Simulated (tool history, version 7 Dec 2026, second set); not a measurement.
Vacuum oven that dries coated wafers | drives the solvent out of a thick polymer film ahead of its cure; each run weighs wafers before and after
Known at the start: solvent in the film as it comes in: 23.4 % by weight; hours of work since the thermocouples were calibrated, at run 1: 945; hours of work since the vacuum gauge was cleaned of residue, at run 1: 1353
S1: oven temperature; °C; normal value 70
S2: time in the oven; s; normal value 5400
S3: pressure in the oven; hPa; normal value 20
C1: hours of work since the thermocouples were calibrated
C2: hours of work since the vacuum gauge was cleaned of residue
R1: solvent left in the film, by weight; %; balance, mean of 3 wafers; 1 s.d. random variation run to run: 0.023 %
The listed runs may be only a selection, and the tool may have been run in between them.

{"run": 1, "hour": 0.0, "S1": 70, "S2": 5400, "S3": 20, "C1": 945, "C2": 1353, "R1": 3.22}
{"run": 2, "hour": 56.6, "S1": 70, "S2": 5400, "S3": 20, "C1": 979, "C2": 1387, "R1": 3.21}
{"run": 3, "hour": 166.3, "S1": 70, "S2": 5400, "S3": 20, "C1": 1043, "C2": 1451, "R1": 3.2}
{"run": 4, "hour": 263.5, "S1": 70, "S2": 5400, "S3": 20, "C1": 1101, "C2": 1509, "R1": 3.18}
{"run": 5, "hour": 366.1, "S1": 70, "S2": 5700, "S3": 20, "C1": 1161, "C2": 1569, "R1": 2.96}
{"run": 6, "hour": 420.9, "S1": 70, "S2": 5400, "S3": 20, "C1": 1193, "C2": 1601, "R1": 3.16}
{"run": 7, "hour": 519.3, "S1": 70, "S2": 5400, "S3": 20, "C1": 1251, "C2": 1659, "R1": 3.13}
{"run": 8, "hour": 637.6, "S1": 70, "S2": 5400, "S3": 20, "C1": 1321, "C2": 1729, "R1": 3.14}
{"run": 9, "hour": 726.6, "S1": 70, "S2": 5400, "S3": 20, "C1": 1373, "C2": 1781, "R1": 3.1}
{"hour": 738.8, "done": "vacuum gauge cleaned of residue and calibrated"}
{"run": 10, "hour": 805.1, "S1": 70, "S2": 3060, "S3": 20, "C1": 1419, "C2": 39, "R1": 6.05}
{"run": 11, "hour": 874.6, "S1": 70, "S2": 3060, "S3": 20, "C1": 1460, "C2": 80, "R1": 6.02}
{"hour": 910.7, "done": "oven's thermocouples calibrated"}
{"run": 12, "hour": 938.9, "S1": 71, "S2": 3000, "S3": 34.3, "C1": 17, "C2": 117, "R1": 7.46}
{"run": 13, "hour": 1035.0, "S1": 71, "S2": 3000, "S3": 34.3, "C1": 73, "C2": 173, "R1": 7.39}
{"run": 14, "hour": 1103.0, "S1": 67, "S2": 7140, "S3": 43.8, "C1": 113, "C2": 213, "R1": 6.02}
{"run": 15, "hour": 1198.8, "S1": 75, "S2": 3180, "S3": 20, "C1": 170, "C2": 270, "R1": 4.32}
{"run": 16, "hour": 1265.9, "S1": 75, "S2": 3180, "S3": 20, "C1": 209, "C2": 309, "R1": 4.28}
{"run": 17, "hour": 1335.9, "S1": 75, "S2": 3180, "S3": 51.9, "C1": 250, "C2": 350, "R1": 5.97}
{"hour": 1384.8, "done": "vacuum gauge cleaned of residue and calibrated, once more"}
{"run": 18, "hour": 1422.6, "S1": 62, "S2": 5400, "S3": 69.1, "C1": 301, "C2": 22, "R1": 10.99}
{"run": 19, "hour": 1532.3, "S1": 62, "S2": 5400, "S3": 69.1, "C1": 365, "C2": 87, "R1": 10.91}
{"run": 20, "hour": 1647.7, "S1": 62, "S2": 5400, "S3": 62, "C1": 433, "C2": 155, "R1": 10.39}
{"run": 21, "hour": 1760.6, "S1": 58, "S2": 5400, "S3": 62, "C1": 500, "C2": 221, "R1": 12.78}
{"run": 22, "hour": 1816.4, "S1": 77, "S2": 3900, "S3": 76.1, "C1": 532, "C2": 254, "R1": 5.01}

3 ways to go on from here, each from the tool as it stands after run 22. What would each give?
{"run": "A", "hour": 1871.8, "S1": 71, "S2": 4140, "S3": 36.9, "C1": 565, "C2": 287, "R1": "?"}
{"run": "B", "hour": 1871.8, "S1": 65, "S2": 5400, "S3": 20, "C1": 565, "C2": 287, "R1": "?"}
{"run": "C", "hour": 1871.8, "S1": 77, "S2": 3900, "S3": 19.7, "C1": 565, "C2": 287, "R1": "?"}

run=A R1=4.96
run=B R1=5.33
run=C R1=2.12
Without the tool's hidden state the same runs would have given:
run=A R1=5.23
run=B R1=5.64
run=C R1=2.26
